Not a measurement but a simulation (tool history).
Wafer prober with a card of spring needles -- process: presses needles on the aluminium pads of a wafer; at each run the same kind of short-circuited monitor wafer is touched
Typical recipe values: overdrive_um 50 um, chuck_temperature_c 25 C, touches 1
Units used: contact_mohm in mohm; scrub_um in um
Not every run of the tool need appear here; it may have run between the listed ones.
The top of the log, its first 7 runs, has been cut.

{"hour": 70.2, "done": "tips cleaned on abrasive film"}
{"run": 8, "hour": 71.9, "overdrive_um": 33, "chuck_temperature_c": 25, "touches": 1, "contact_mohm": 243, "scrub_um": 4.47}
{"hour": 77.8, "done": "tips cleaned on abrasive film"}
{"run": 9, "hour": 80.3, "overdrive_um": 50, "chuck_temperature_c": 25, "touches": 2, "contact_mohm": 216, "scrub_um": 6.76}
{"hour": 85.2, "done": "tips cleaned on abrasive film"}
{"run": 10, "hour": 88.8, "overdrive_um": 50, "chuck_temperature_c": 70, "touches": 2, "contact_mohm": 230, "scrub_um": 6.74}
{"hour": 92.9, "done": "tips cleaned on abrasive film"}
{"hour": 100.4, "done": "tips cleaned on abrasive film"}
{"run": 11, "hour": 102.8, "overdrive_um": 50, "chuck_temperature_c": 70, "touches": 2, "contact_mohm": 226, "scrub_um": 6.73}
{"hour": 107.6, "done": "tips cleaned on abrasive film"}
{"run": 12, "hour": 113.6, "overdrive_um": 50, "chuck_temperature_c": 70, "touches": 2, "contact_mohm": 236, "scrub_um": 6.75}
{"hour": 115.1, "done": "tips cleaned on abrasive film"}
{"hour": 122.6, "done": "tips cleaned on abrasive film"}
{"run": 13, "hour": 124.7, "overdrive_um": 56, "chuck_temperature_c": 25, "touches": 1, "contact_mohm": 217, "scrub_um": 7.54}
{"hour": 130.6, "done": "tips cleaned on abrasive film"}
{"hour": 138.7, "done": "tips cleaned on abrasive film"}
{"run": 14, "hour": 140.0, "overdrive_um": 56, "chuck_temperature_c": 25, "touches": 1, "contact_mohm": 215, "scrub_um": 7.55}
{"hour": 146.0, "done": "tips cleaned on abrasive film"}
{"hour": 153.7, "done": "tips cleaned on abrasive film"}
{"run": 15, "hour": 155.1, "overdrive_um": 56, "chuck_temperature_c": 25, "touches": 1, "contact_mohm": 218, "scrub_um": 7.49}
{"hour": 161.9, "done": "tips cleaned on abrasive film"}
{"run": 16, "hour": 167.0, "overdrive_um": 50, "chuck_temperature_c": 51, "touches": 1, "contact_mohm": 251, "scrub_um": 6.67}
{"hour": 170.0, "done": "tips cleaned on abrasive film"}
{"hour": 178.0, "done": "tips cleaned on abrasive film"}
{"run": 17, "hour": 179.6, "overdrive_um": 45, "chuck_temperature_c": 79, "touches": 1, "contact_mohm": 241, "scrub_um": 5.96}
{"hour": 185.4, "done": "tips cleaned on abrasive film"}
{"run": 18, "hour": 188.6, "overdrive_um": 35, "chuck_temperature_c": 65, "touches": 3, "contact_mohm": 241, "scrub_um": 4.57}
{"hour": 192.9, "done": "tips cleaned on abrasive film"}
{"hour": 200.2, "done": "tips cleaned on abrasive film"}
{"run": 19, "hour": 201.2, "overdrive_um": 35, "chuck_temperature_c": 65, "touches": 3, "contact_mohm": 235, "scrub_um": 4.56}
{"hour": 207.8, "done": "tips cleaned on abrasive film"}
{"run": 20, "hour": 211.1, "overdrive_um": 31, "chuck_temperature_c": 30, "touches": 2, "contact_mohm": 273, "scrub_um": 3.97}
{"hour": 215.2, "done": "tips cleaned on abrasive film"}
{"run": 21, "hour": 221.5, "overdrive_um": 60, "chuck_temperature_c": 74, "touches": 2, "contact_mohm": 235, "scrub_um": 8.03}
{"hour": 223.3, "done": "tips cleaned on abrasive film"}
{"hour": 230.9, "done": "tips cleaned on abrasive film"}
{"run": 22, "hour": 234.8, "overdrive_um": 60, "chuck_temperature_c": 74, "touches": 2, "contact_mohm": 228, "scrub_um": 8.07}
{"hour": 238.7, "done": "tips cleaned on abrasive film"}
{"run": 23, "hour": 245.4, "overdrive_um": 35, "chuck_temperature_c": 56, "touches": 3, "contact_mohm": 261, "scrub_um": 4.46}
{"hour": 246.9, "done": "tips cleaned on abrasive film"}
{"run": 24, "hour": 252.7, "overdrive_um": 35, "chuck_temperature_c": 56, "touches": 3, "contact_mohm": 255, "scrub_um": 4.52}
{"hour": 255.4, "done": "tips cleaned on abrasive film"}
{"hour": 262.7, "done": "tips cleaned on abrasive film"}
{"run": 25, "hour": 267.1, "overdrive_um": 44, "chuck_temperature_c": 75, "touches": 2, "contact_mohm": 253, "scrub_um": 5.7}
{"hour": 271.0, "done": "tips cleaned on abrasive film"}
{"run": 26, "hour": 275.4, "overdrive_um": 50, "chuck_temperature_c": 119, "touches": 1, "contact_mohm": 265, "scrub_um": 6.58}
{"hour": 278.9, "done": "tips cleaned on abrasive film"}
{"hour": 286.9, "done": "tips cleaned on abrasive film"}
{"run": 27, "hour": 288.3, "overdrive_um": 32, "chuck_temperature_c": 25, "touches": 1, "contact_mohm": 260, "scrub_um": 4.07}
{"hour": 294.7, "done": "tips cleaned on abrasive film"}
{"run": 28, "hour": 299.1, "overdrive_um": 37, "chuck_temperature_c": 50, "touches": 1, "contact_mohm": 292, "scrub_um": 4.69}
{"hour": 302.0, "done": "tips cleaned on abrasive film"}
{"hour": 309.9, "done": "tips cleaned on abrasive film"}
{"run": 29, "hour": 313.3, "overdrive_um": 34, "chuck_temperature_c": 25, "touches": 1, "contact_mohm": 294, "scrub_um": 4.31}
{"hour": 316.7, "done": "height of the first contact set anew"}
{"hour": 317.9, "done": "tips cleaned on abrasive film"}
{"run": 30, "hour": 322.8, "overdrive_um": 34, "chuck_temperature_c": 25, "touches": 1, "contact_mohm": 302, "scrub_um": 4.65}
{"hour": 325.3, "done": "tips cleaned on abrasive film"}
{"hour": 333.0, "done": "tips cleaned on abrasive film"}
{"run": 31, "hour": 336.0, "overdrive_um": 38, "chuck_temperature_c": 25, "touches": 1, "contact_mohm": 261, "scrub_um": 5.22}

Predict each of these 4 candidate next runs independently; none follows another, all start after run 31:
{"hour": 340.4, "done": "tips cleaned on abrasive film"}
{"hour": 347.8, "done": "tips cleaned on abrasive film"}
{"run": "A", "hour": 350.6, "overdrive_um": 54, "chuck_temperature_c": 106, "touches": 2, "contact_mohm": "?", "scrub_um": "?"}
{"hour": 340.4, "done": "tips cleaned on abrasive film"}
{"hour": 347.8, "done": "tips cleaned on abrasive film"}
{"run": "B", "hour": 350.6, "overdrive_um": 57, "chuck_temperature_c": 30, "touches": 1, "contact_mohm": "?", "scrub_um": "?"}
{"hour": 340.4, "done": "tips cleaned on abrasive film"}
{"hour": 347.8, "done": "tips cleaned on abrasive film"}
{"run": "C", "hour": 350.6, "overdrive_um": 35, "chuck_temperature_c": 42, "touches": 3, "contact_mohm": "?", "scrub_um": "?"}
{"hour": 340.4, "done": "tips cleaned on abrasive film"}
{"hour": 347.8, "done": "tips cleaned on abrasive film"}
{"run": "D", "hour": 350.6, "overdrive_um": 65, "chuck_temperature_c": 25, "touches": 1, "contact_mohm": "?", "scrub_um": "?"}

run=A contact_mohm=239 scrub_um=7.39
run=B contact_mohm=222 scrub_um=7.82
run=C contact_mohm=231 scrub_um=4.71
run=D contact_mohm=217 scrub_um=8.9
Take away the tool's hidden state, keep each run's random variation, and the runs would have read:
run=A contact_mohm=224 scrub_um=7.44
run=B contact_mohm=199 scrub_um=7.87
run=C contact_mohm=209 scrub_um=4.76
run=D contact_mohm=198 scrub_um=8.95
